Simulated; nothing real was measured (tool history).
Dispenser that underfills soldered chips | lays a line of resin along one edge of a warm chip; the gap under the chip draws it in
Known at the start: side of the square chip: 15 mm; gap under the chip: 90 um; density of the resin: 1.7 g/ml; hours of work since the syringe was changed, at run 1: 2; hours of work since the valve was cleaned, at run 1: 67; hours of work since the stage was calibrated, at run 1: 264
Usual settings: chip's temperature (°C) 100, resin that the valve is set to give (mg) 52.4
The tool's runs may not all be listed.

run   hour  chip's temperature (°C)  resin that the valve is set to give (mg)  hours of work since the syringe was changed  hours of work since the valve was cleaned  hours of work since the stage was calibrated  time until the resin shows at the far edge (s)  resin that the valve gave (mg)
  1    0.0                      100                                      52.4                                            2                                         67                                           264                                            61.9                           48.90
      10.4  -- new syringe of resin
  2   10.4                      100                                      52.4                                            0                                         74                                           271                                            57.7                           49.00
      23.0  -- new syringe of resin
  3   25.0                      100                                      52.4                                            1                                         84                                           281                                            62.6                           48.10
      35.5  -- new syringe of resin
  4   41.0                      100                                      52.4                                            4                                         96                                           293                                            69.0                           47.66
      48.7  -- new syringe of resin
  5   54.1                       88                                      52.4                                            4                                        105                                           302                                           117.7                           47.59
      62.3  -- new syringe of resin
  6   67.8                      104                                      52.4                                            4                                        115                                           312                                            57.2                           46.93
      75.5  -- new syringe of resin
      82.0  -- dispensing valve cleaned and set on the balance
  7   82.4                      104                                      56.4                                            4                                          0                                           321                                            57.0                           56.49
      89.4  -- new syringe of resin
  8   90.5                       85                                      52.4                                            1                                          6                                           327                                           117.5                           52.27
     102.2  -- new syringe of resin
  9  103.2                       85                                      52.4                                            1                                         15                                           336                                           115.2                           51.83
 10  111.2                       85                                      52.4                                            7                                         21                                           342                                           144.9                           51.50
     115.2  -- new syringe of resin
     127.7  -- new syringe of resin
 11  128.8                       85                                      52.4                                            1                                         33                                           354                                           116.1                           50.93
     140.3  -- new syringe of resin
 12  144.3                      100                                      52.4                                            3                                         44                                           365                                            63.3                           50.35
     152.6  -- new syringe of resin
 13  155.1                      100                                      52.4                                            2                                         52                                           373                                            61.1                           50.33
     166.2  -- new syringe of resin
 14  170.7                      100                                      52.4                                            3                                         63                                           384                                            63.8                           49.38
     179.1  -- new syringe of resin
 15  182.1                      100                                      52.4                                            2                                         71                                           392                                            61.4                           48.63
     191.9  -- new syringe of resin
 16  194.5                      100                                      52.4                                            2                                         80                                           401                                            61.4                           48.48
 17  203.4                       94                                      52.4                                            8                                         86                                           407                                           104.3                           48.39
     204.7  -- new syringe of resin
     217.1  -- new syringe of resin
 18  218.6                       94                                      52.4                                            1                                         97                                           418                                            77.2                           47.59
 19  225.5                      106                                      63.2                                            6                                        102                                           423                                            54.9                           56.96
     229.6  -- new syringe of resin
     235.1  -- stage's temperature calibrated
 20  242.3                       97                                      65.2                                            8                                        113                                             5                                            95.4                           58.58
     243.4  -- new syringe of resin
 21  254.4                       97                                      65.2                                            8                                        121                                            14                                            94.3                           58.28
     256.0  -- new syringe of resin
     260.5  -- dispensing valve cleaned and set on the balance
     270.3  -- new syringe of resin
 22  272.1                       97                                      65.2                                            1                                          8                                            25                                            71.3                           64.39
     283.5  -- new syringe of resin
 23  284.6                      110                                      64.1                                            1                                         17                                            34                                            39.9                           62.83
 24  293.3                      100                                      47.9                                            7                                         23                                            41                                            80.0                           46.87
     295.9  -- new syringe of resin
     308.7  -- new syringe of resin
 25  310.9                       86                                      67.9                                            2                                         36                                            53                                           116.8                           65.76
     321.3  -- new syringe of resin
 26  325.2                      111                                      48.8                                            3                                         46                                            63                                            42.1                           46.58
     334.7  -- new syringe of resin
 27  340.1                       88                                      67.3                                            4                                         56                                            74                                           118.0                           63.91
     347.7  -- new syringe of resin
 28  354.5                      100                                      49.0                                            5                                         67                                            84                                            74.5                           45.76
     360.0  -- new syringe of resin
 29  371.4                      103                                      60.2                                            8                                         79                                            96                                            71.6                           56.04
     373.0  -- new syringe of resin
     385.7  -- new syringe of resin
 30  385.7                       93                                      50.8                                            0                                         89                                           106                                            84.1                           46.72
 31  397.4                       93                                      50.8                                            9                                         97                                           114                                           114.7                           46.07
     398.7  -- new syringe of resin
     411.9  -- new syringe of resin
 32  412.3                      106                                      64.0                                            0                                        107                                           125                                            47.2                           57.92

The next listed run, before its measurement:
 33  420.6                      106                                      64.0                                            6                                        113                                           131                                               ?                               ?

{"run 33": {"time until the resin shows at the far edge (s)": 57.4, "resin that the valve gave (mg)": 57.36}}
Without the tool's hidden state the same run would have given time until the resin shows at the far edge (s) 44.7, resin that the valve gave (mg) 64.04.

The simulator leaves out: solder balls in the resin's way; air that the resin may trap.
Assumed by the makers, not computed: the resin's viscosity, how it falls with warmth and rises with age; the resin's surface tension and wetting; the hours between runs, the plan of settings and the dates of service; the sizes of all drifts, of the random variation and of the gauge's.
